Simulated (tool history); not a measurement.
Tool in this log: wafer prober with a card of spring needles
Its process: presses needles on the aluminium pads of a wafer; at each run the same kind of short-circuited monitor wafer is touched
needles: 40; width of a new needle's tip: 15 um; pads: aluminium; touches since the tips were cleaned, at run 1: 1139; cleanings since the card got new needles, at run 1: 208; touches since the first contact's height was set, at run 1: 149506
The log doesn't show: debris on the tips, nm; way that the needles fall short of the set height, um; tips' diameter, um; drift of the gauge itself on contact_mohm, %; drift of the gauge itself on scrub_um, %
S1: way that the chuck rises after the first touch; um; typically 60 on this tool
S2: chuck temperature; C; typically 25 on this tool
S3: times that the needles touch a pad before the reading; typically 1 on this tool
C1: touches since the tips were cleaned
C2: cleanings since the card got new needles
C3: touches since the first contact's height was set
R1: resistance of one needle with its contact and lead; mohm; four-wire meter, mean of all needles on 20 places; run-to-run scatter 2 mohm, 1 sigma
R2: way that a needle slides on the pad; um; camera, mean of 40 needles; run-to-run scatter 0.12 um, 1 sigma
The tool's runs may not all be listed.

run   hour  S1   S2  S3    C1   C2      C3   R1     R2
  1    0.0  60   25   1  1139  208  149506  246   6.81
       1.1  -- tips cleaned on abrasive film
       5.0  -- tips cleaned on abrasive film
       9.9  -- tips cleaned on abrasive film
      14.8  -- tips cleaned on abrasive film
      18.7  -- tips cleaned on abrasive film
      22.6  -- tips cleaned on abrasive film
      26.6  -- tips cleaned on abrasive film
      31.4  -- tips cleaned on abrasive film
      43.4  -- card fitted with new needles
      47.4  -- tips cleaned on abrasive film
      51.3  -- tips cleaned on abrasive film
      55.2  -- tips cleaned on abrasive film
      59.1  -- tips cleaned on abrasive film
      64.0  -- tips cleaned on abrasive film
      67.9  -- tips cleaned on abrasive film
      71.9  -- tips cleaned on abrasive film
      75.8  -- tips cleaned on abrasive film
  2   76.0  60  118   1   100    8   12590  235   8.22
      80.0  -- tips cleaned on abrasive film
      83.9  -- tips cleaned on abrasive film
      87.8  -- tips cleaned on abrasive film
      92.7  -- tips cleaned on abrasive film
      96.6  -- tips cleaned on abrasive film
     100.5  -- tips cleaned on abrasive film
     104.5  -- tips cleaned on abrasive film
  3  106.7  50  118   1   888   15   24455  245   6.53
     108.7  -- tips cleaned on abrasive film
     112.7  -- tips cleaned on abrasive film
     116.6  -- tips cleaned on abrasive film
     120.5  -- tips cleaned on abrasive film
     124.4  -- tips cleaned on abrasive film
     128.3  -- tips cleaned on abrasive film
     133.2  -- tips cleaned on abrasive film
     137.2  -- tips cleaned on abrasive film
     142.0  -- tips cleaned on abrasive film
     146.9  -- tips cleaned on abrasive film
     150.8  -- tips cleaned on abrasive film
     155.7  -- tips cleaned on abrasive film
     159.6  -- tips cleaned on abrasive film
     163.6  -- tips cleaned on abrasive film
     167.5  -- tips cleaned on abrasive film
     171.4  -- tips cleaned on abrasive film
  4  174.9  50  118   1  1365   31   50802  260   6.16
     175.9  -- tips cleaned on abrasive film
     179.8  -- tips cleaned on abrasive film
     183.8  -- tips cleaned on abrasive film
     187.7  -- tips cleaned on abrasive film
     191.6  -- tips cleaned on abrasive film
     195.5  -- tips cleaned on abrasive film
     199.5  -- tips cleaned on abrasive film
     203.4  -- tips cleaned on abrasive film
     208.3  -- tips cleaned on abrasive film
     212.2  -- tips cleaned on abrasive film
     216.1  -- tips cleaned on abrasive film
     220.0  -- tips cleaned on abrasive film
  5  222.4  60   25   2   948   43   69161  221   7.52
     224.5  -- tips cleaned on abrasive film
     228.4  -- tips cleaned on abrasive film
     232.3  -- tips cleaned on abrasive film
     236.2  -- tips cleaned on abrasive film
     240.2  -- tips cleaned on abrasive film
     244.1  -- tips cleaned on abrasive film
     248.0  -- tips cleaned on abrasive film
     251.9  -- tips cleaned on abrasive film
     255.8  -- tips cleaned on abrasive film
     259.8  -- tips cleaned on abrasive film
     263.7  -- tips cleaned on abrasive film
     268.4  -- tips cleaned on abrasive film
  6  268.4  60   25   1     0   55   86877  211   7.55
     273.3  -- tips cleaned on abrasive film
     277.2  -- tips cleaned on abrasive film
     281.1  -- tips cleaned on abrasive film
     282.2  -- tips cleaned on abrasive film, once more
     286.1  -- tips cleaned on abrasive film
     290.0  -- tips cleaned on abrasive film
     294.0  -- tips cleaned on abrasive film
     297.9  -- tips cleaned on abrasive film
     301.8  -- tips cleaned on abrasive film
     306.7  -- tips cleaned on abrasive film
     311.6  -- tips cleaned on abrasive film
     315.5  -- tips cleaned on abrasive film
     319.4  -- tips cleaned on abrasive film
     323.3  -- tips cleaned on abrasive film
     328.2  -- tips cleaned on abrasive film
  7  329.5  60   25   1   517   70  110481  224   7.09
     332.5  -- tips cleaned on abrasive film
     336.4  -- tips cleaned on abrasive film
     340.3  -- tips cleaned on abrasive film
     345.2  -- tips cleaned on abrasive film
     350.1  -- tips cleaned on abrasive film
     354.0  -- tips cleaned on abrasive film
     358.9  -- tips cleaned on abrasive film
     362.9  -- tips cleaned on abrasive film
  8  362.9  60   25   1     0   78  123382  212   7.00
     366.8  -- tips cleaned on abrasive film
     370.8  -- tips cleaned on abrasive film
     374.7  -- tips cleaned on abrasive film
     378.6  -- tips cleaned on abrasive film
     382.5  -- tips cleaned on abrasive film
     386.5  -- tips cleaned on abrasive film
     390.4  -- tips cleaned on abrasive film
     394.3  -- tips cleaned on abrasive film
     399.2  -- tips cleaned on abrasive film
     403.1  -- tips cleaned on abrasive film
     407.0  -- tips cleaned on abrasive film
     411.0  -- tips cleaned on abrasive film
     414.9  -- tips cleaned on abrasive film
     418.8  -- tips cleaned on abrasive film
     422.7  -- tips cleaned on abrasive film
     426.7  -- tips cleaned on abrasive film
     430.6  -- tips cleaned on abrasive film
  9  431.2  60   72   1   234   95  149733  232   6.77
     435.1  -- tips cleaned on abrasive film
     440.0  -- tips cleaned on abrasive film
     443.9  -- tips cleaned on abrasive film
     447.8  -- tips cleaned on abrasive film
     451.8  -- tips cleaned on abrasive film
     455.7  -- tips cleaned on abrasive film
     460.6  -- tips cleaned on abrasive film
     464.5  -- tips cleaned on abrasive film
     468.4  -- tips cleaned on abrasive film
 10  471.4  50   49   1  1202  104  165317  258   5.00
     472.5  -- tips cleaned on abrasive film
     476.4  -- tips cleaned on abrasive film
     480.3  -- tips cleaned on abrasive film
     484.3  -- tips cleaned on abrasive film
     488.2  -- tips cleaned on abrasive film
     493.1  -- tips cleaned on abrasive film
     497.0  -- tips cleaned on abrasive film
     501.9  -- tips cleaned on abrasive film
     506.8  -- tips cleaned on abrasive film
     510.7  -- tips cleaned on abrasive film
     515.6  -- tips cleaned on abrasive film
     519.5  -- tips cleaned on abrasive film
     523.4  -- tips cleaned on abrasive film
     528.3  -- tips cleaned on abrasive film
 11  529.4  60   96   1   447  118  187716  242   6.54
     532.4  -- tips cleaned on abrasive film
     537.3  -- tips cleaned on abrasive film
     541.2  -- tips cleaned on abrasive film
     546.1  -- tips cleaned on abrasive film
     550.0  -- tips cleaned on abrasive film
     553.9  -- tips cleaned on abrasive film
     557.9  -- tips cleaned on abrasive film
     558.2  -- height of the first contact set anew
     563.0  -- tips cleaned on abrasive film
     567.9  -- tips cleaned on abrasive film
     571.8  -- tips cleaned on abrasive film
     575.8  -- tips cleaned on abrasive film
     580.6  -- tips cleaned on abrasive film
 12  583.9  47   25   1  1275  130    9980  245   6.32
     584.9  -- tips cleaned on abrasive film
     588.8  -- tips cleaned on abrasive film
     592.8  -- tips cleaned on abrasive film
     596.7  -- tips cleaned on abrasive film
     601.6  -- tips cleaned on abrasive film
     605.5  -- tips cleaned on abrasive film
     609.4  -- tips cleaned on abrasive film
     613.4  -- tips cleaned on abrasive film
     617.3  -- tips cleaned on abrasive film
     622.2  -- tips cleaned on abrasive film
     627.0  -- tips cleaned on abrasive film
     631.0  -- tips cleaned on abrasive film
     634.9  -- tips cleaned on abrasive film
     639.8  -- tips cleaned on abrasive film
     643.7  -- tips cleaned on abrasive film
 13  644.7  44   48   2   389  145   33457  236   5.76
     647.7  -- tips cleaned on abrasive film
     651.6  -- tips cleaned on abrasive film
     655.5  -- tips cleaned on abrasive film
     659.4  -- tips cleaned on abrasive film
     664.3  -- tips cleaned on abrasive film
     668.2  -- tips cleaned on abrasive film
     672.2  -- tips cleaned on abrasive film
     676.1  -- tips cleaned on abrasive film
 14  677.5  77   26   2   557  153   46134  215  10.07
     680.5  -- tips cleaned on abrasive film
     684.4  -- tips cleaned on abrasive film
     689.3  -- tips cleaned on abrasive film
     693.2  -- tips cleaned on abrasive film
     697.1  -- tips cleaned on abrasive film
     701.0  -- tips cleaned on abrasive film
     705.9  -- tips cleaned on abrasive film
     710.8  -- tips cleaned on abrasive film
     714.7  -- tips cleaned on abrasive film
     718.7  -- tips cleaned on abrasive film
     723.5  -- tips cleaned on abrasive film
     727.5  -- tips cleaned on abrasive film
     731.4  -- tips cleaned on abrasive film
     735.3  -- tips cleaned on abrasive film
 15  735.9  77   26   2   214  167   68680  214   9.64

5 options for the next run, each taken on its own from the tool as it stands now. Forecast them:
     739.8  -- tips cleaned on abrasive film
     744.7  -- tips cleaned on abrasive film
     748.6  -- tips cleaned on abrasive film
     753.5  -- tips cleaned on abrasive film
     757.4  -- tips cleaned on abrasive film
     761.3  -- tips cleaned on abrasive film
     765.2  -- tips cleaned on abrasive film
     769.2  -- tips cleaned on abrasive film
  A  769.6  48  25   2  171  175  81720   ?   ?
     739.8  -- tips cleaned on abrasive film
     744.7  -- tips cleaned on abrasive film
     748.6  -- tips cleaned on abrasive film
     753.5  -- tips cleaned on abrasive film
     757.4  -- tips cleaned on abrasive film
     761.3  -- tips cleaned on abrasive film
     765.2  -- tips cleaned on abrasive film
     769.2  -- tips cleaned on abrasive film
  B  769.6  77  37   1  171  175  81720   ?   ?
     739.8  -- tips cleaned on abrasive film
     744.7  -- tips cleaned on abrasive film
     748.6  -- tips cleaned on abrasive film
     753.5  -- tips cleaned on abrasive film
     757.4  -- tips cleaned on abrasive film
     761.3  -- tips cleaned on abrasive film
     765.2  -- tips cleaned on abrasive film
     769.2  -- tips cleaned on abrasive film
  C  769.6  58  25   1  171  175  81720   ?   ?
     739.8  -- tips cleaned on abrasive film
     744.7  -- tips cleaned on abrasive film
     748.6  -- tips cleaned on abrasive film
     753.5  -- tips cleaned on abrasive film
     757.4  -- tips cleaned on abrasive film
     761.3  -- tips cleaned on abrasive film
     765.2  -- tips cleaned on abrasive film
     769.2  -- tips cleaned on abrasive film
  D  769.6  77  26   1  171  175  81720   ?   ?
     739.8  -- tips cleaned on abrasive film
     744.7  -- tips cleaned on abrasive film
     748.6  -- tips cleaned on abrasive film
     753.5  -- tips cleaned on abrasive film
     757.4  -- tips cleaned on abrasive film
     761.3  -- tips cleaned on abrasive film
     765.2  -- tips cleaned on abrasive film
     769.2  -- tips cleaned on abrasive film
  E  769.6  60  75   1  171  175  81720   ?   ?

run   R1    R2
  A  224  5.75
  B  218  9.66
  C  224  7.21
  D  215  9.54
  E  230  7.36
With the hidden condition removed and each run's random variation left untouched, the same runs would have given:
run   R1     R2
  A  212   6.54
  B  211  10.45
  C  212   8.00
  D  208  10.31
  E  219   8.15

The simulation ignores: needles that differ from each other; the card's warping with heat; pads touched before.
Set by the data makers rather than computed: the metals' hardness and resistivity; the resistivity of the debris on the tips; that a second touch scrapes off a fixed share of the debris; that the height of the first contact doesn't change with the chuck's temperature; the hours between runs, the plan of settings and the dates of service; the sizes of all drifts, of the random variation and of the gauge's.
